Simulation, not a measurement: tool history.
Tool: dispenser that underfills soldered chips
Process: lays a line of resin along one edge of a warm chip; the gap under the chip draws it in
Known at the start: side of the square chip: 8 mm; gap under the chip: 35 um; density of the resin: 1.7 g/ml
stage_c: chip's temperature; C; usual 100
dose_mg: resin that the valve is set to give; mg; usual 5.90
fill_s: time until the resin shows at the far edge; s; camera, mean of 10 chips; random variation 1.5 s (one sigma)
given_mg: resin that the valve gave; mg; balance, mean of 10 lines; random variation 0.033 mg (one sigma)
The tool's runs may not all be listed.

run	day	stage_c	dose_mg	fill_s	given_mg
1	0.000	100	5.90	163.0	5.73
2	0.267	100	5.90	201.5	5.67
# day 0.592: new syringe of resin
3	0.646	100	5.90	155.8	5.73
4	0.954	100	5.90	199.1	5.64
# day 1.254: new syringe of resin
5	1.254	100	5.90	154.6	5.69
6	1.600	100	6.25	197.0	5.93
# day 1.917: new syringe of resin
7	1.917	111	5.90	110.5	5.60
# day 2.033: dispensing valve cleaned and set on the balance
8	2.317	100	5.29	201.6	5.25
# day 2.638: new syringe of resin
9	2.646	100	5.29	155.5	5.27
10	2.908	100	5.29	188.8	5.25
11	3.154	114	6.83	145.4	6.70
# day 3.329: new syringe of resin
12	3.392	114	6.83	103.9	6.67
13	3.617	103	5.90	175.3	5.79
14	3.804	103	5.90	202.8	5.80
# day 4.017: new syringe of resin
15	4.150	103	5.90	152.2	5.76
16	4.462	112	6.71	147.7	6.54
# day 4.696: new syringe of resin
17	4.708	100	6.69	153.4	6.48
18	4.921	100	5.14	187.0	5.00
19	5.225	101	5.33	225.2	5.13
# day 5.375: new syringe of resin
20	5.629	101	7.60	172.8	7.21

Forecast each of these 5 alternatives for the next run:
A	5.958	101	5.59	?	?
B	5.958	104	5.33	?	?
C	5.958	103	6.87	?	?
D	5.958	100	6.91	?	?
E	5.958	91	6.86	?	?

run	fill_s	given_mg
A	233.7	5.36
B	217.5	5.11
C	213.4	6.50
D	237.0	6.55
E	315.0	6.54
Without the tool's hidden state the same runs would have given:
run	fill_s	given_mg
A	144.6	5.63
B	134.6	5.37
C	133.1	6.83
D	147.9	6.88
E	196.1	6.88

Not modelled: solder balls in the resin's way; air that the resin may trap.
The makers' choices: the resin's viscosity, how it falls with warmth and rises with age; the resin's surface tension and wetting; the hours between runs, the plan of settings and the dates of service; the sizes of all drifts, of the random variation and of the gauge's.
